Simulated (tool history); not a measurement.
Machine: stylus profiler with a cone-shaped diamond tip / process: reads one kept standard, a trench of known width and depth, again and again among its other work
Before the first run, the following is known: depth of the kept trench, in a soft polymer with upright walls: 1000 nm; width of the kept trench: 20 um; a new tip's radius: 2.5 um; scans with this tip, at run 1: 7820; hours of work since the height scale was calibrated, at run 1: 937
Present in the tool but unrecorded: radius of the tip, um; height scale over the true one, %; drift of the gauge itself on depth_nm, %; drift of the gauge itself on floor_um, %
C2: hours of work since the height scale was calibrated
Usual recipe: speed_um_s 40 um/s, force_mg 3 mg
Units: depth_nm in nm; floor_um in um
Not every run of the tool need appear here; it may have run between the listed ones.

{"run": 1, "hour": 0.0, "speed_um_s": 40, "force_mg": 3, "scans with this tip": 7820, "C2": 937, "depth_nm": 1023.47, "floor_um": 15.19}
{"run": 2, "hour": 68.8, "speed_um_s": 40, "force_mg": 3, "scans with this tip": 8062, "C2": 966, "depth_nm": 1023.55, "floor_um": 15.06}
{"run": 3, "hour": 115.5, "speed_um_s": 40, "force_mg": 3, "scans with this tip": 8227, "C2": 986, "depth_nm": 1023.83, "floor_um": 15.06}
{"run": 4, "hour": 166.2, "speed_um_s": 40, "force_mg": 3, "scans with this tip": 8406, "C2": 1007, "depth_nm": 1023.93, "floor_um": 15.04}
{"run": 5, "hour": 224.6, "speed_um_s": 17, "force_mg": 3, "scans with this tip": 8612, "C2": 1032, "depth_nm": 1024.32, "floor_um": 15.17}
{"run": 6, "hour": 296.2, "speed_um_s": 17, "force_mg": 3, "scans with this tip": 8864, "C2": 1062, "depth_nm": 1024.21, "floor_um": 15.15}
{"hour": 302.0, "done": "height scale calibrated on a step standard"}
{"run": 7, "hour": 337.6, "speed_um_s": 40, "force_mg": 1.39, "scans with this tip": 9008, "C2": 15, "depth_nm": 1018.17, "floor_um": 14.95}
{"run": 8, "hour": 392.1, "speed_um_s": 40, "force_mg": 7.75, "scans with this tip": 9200, "C2": 38, "depth_nm": 1044.14, "floor_um": 15.07}
{"run": 9, "hour": 429.7, "speed_um_s": 40, "force_mg": 1.49, "scans with this tip": 9333, "C2": 54, "depth_nm": 1019.13, "floor_um": 14.92}
{"hour": 463.9, "done": "height scale calibrated on a step standard, once more"}
{"run": 10, "hour": 471.6, "speed_um_s": 40, "force_mg": 1.49, "scans with this tip": 9479, "C2": 3, "depth_nm": 1012.06, "floor_um": 14.92}
{"run": 11, "hour": 530.0, "speed_um_s": 40, "force_mg": 7.43, "scans with this tip": 9685, "C2": 28, "depth_nm": 1036.43, "floor_um": 15.01}
{"run": 12, "hour": 580.7, "speed_um_s": 40, "force_mg": 5.6, "scans with this tip": 9864, "C2": 49, "depth_nm": 1030.07, "floor_um": 14.98}
{"run": 13, "hour": 636.8, "speed_um_s": 11, "force_mg": 6.37, "scans with this tip": 10061, "C2": 73, "depth_nm": 1032.69, "floor_um": 15.07}
{"run": 14, "hour": 709.4, "speed_um_s": 20, "force_mg": 2.75, "scans with this tip": 10317, "C2": 104, "depth_nm": 1018.79, "floor_um": 14.96}
{"run": 15, "hour": 770.2, "speed_um_s": 115, "force_mg": 1.66, "scans with this tip": 10532, "C2": 129, "depth_nm": 1013.74, "floor_um": 14.36}
{"run": 16, "hour": 806.4, "speed_um_s": 19, "force_mg": 1.66, "scans with this tip": 10659, "C2": 145, "depth_nm": 1013.82, "floor_um": 14.92}
{"run": 17, "hour": 840.2, "speed_um_s": 19, "force_mg": 1.66, "scans with this tip": 10778, "C2": 159, "depth_nm": 1014.02, "floor_um": 14.89}
{"run": 18, "hour": 907.5, "speed_um_s": 39, "force_mg": 2.45, "scans with this tip": 11016, "C2": 187, "depth_nm": 1017.89, "floor_um": 14.84}
{"run": 19, "hour": 958.1, "speed_um_s": 23, "force_mg": 7.56, "scans with this tip": 11194, "C2": 209, "depth_nm": 1037.61, "floor_um": 14.93}
{"run": 20, "hour": 1016.3, "speed_um_s": 23, "force_mg": 4.37, "scans with this tip": 11399, "C2": 233, "depth_nm": 1026.37, "floor_um": 14.92}
{"run": 21, "hour": 1062.8, "speed_um_s": 40, "force_mg": 2.42, "scans with this tip": 11563, "C2": 253, "depth_nm": 1018.06, "floor_um": 14.77}

Per-run results on a tool with no hidden state, each run keeping its own random variation:
run=1 depth_nm=1019.52 floor_um=15.89
run=2 depth_nm=1019.47 floor_um=15.78
run=3 depth_nm=1019.66 floor_um=15.8
run=4 depth_nm=1019.66 floor_um=15.79
run=5 depth_nm=1019.93 floor_um=15.94
run=6 depth_nm=1019.7 floor_um=15.94
run=7 depth_nm=1011.74 floor_um=15.76
run=8 depth_nm=1037.44 floor_um=15.89
run=9 depth_nm=1012.53 floor_um=15.75
run=10 depth_nm=1012.26 floor_um=15.76
run=11 depth_nm=1036.52 floor_um=15.87
run=12 depth_nm=1030.08 floor_um=15.85
run=13 depth_nm=1032.61 floor_um=15.96
run=14 depth_nm=1018.57 floor_um=15.87
run=15 depth_nm=1013.41 floor_um=15.28
run=16 depth_nm=1013.43 floor_um=15.86
run=17 depth_nm=1013.57 floor_um=15.84
run=18 depth_nm=1017.32 floor_um=15.81
run=19 depth_nm=1036.94 floor_um=15.91
run=20 depth_nm=1025.6 floor_um=15.92
run=21 depth_nm=1017.21 floor_um=15.78
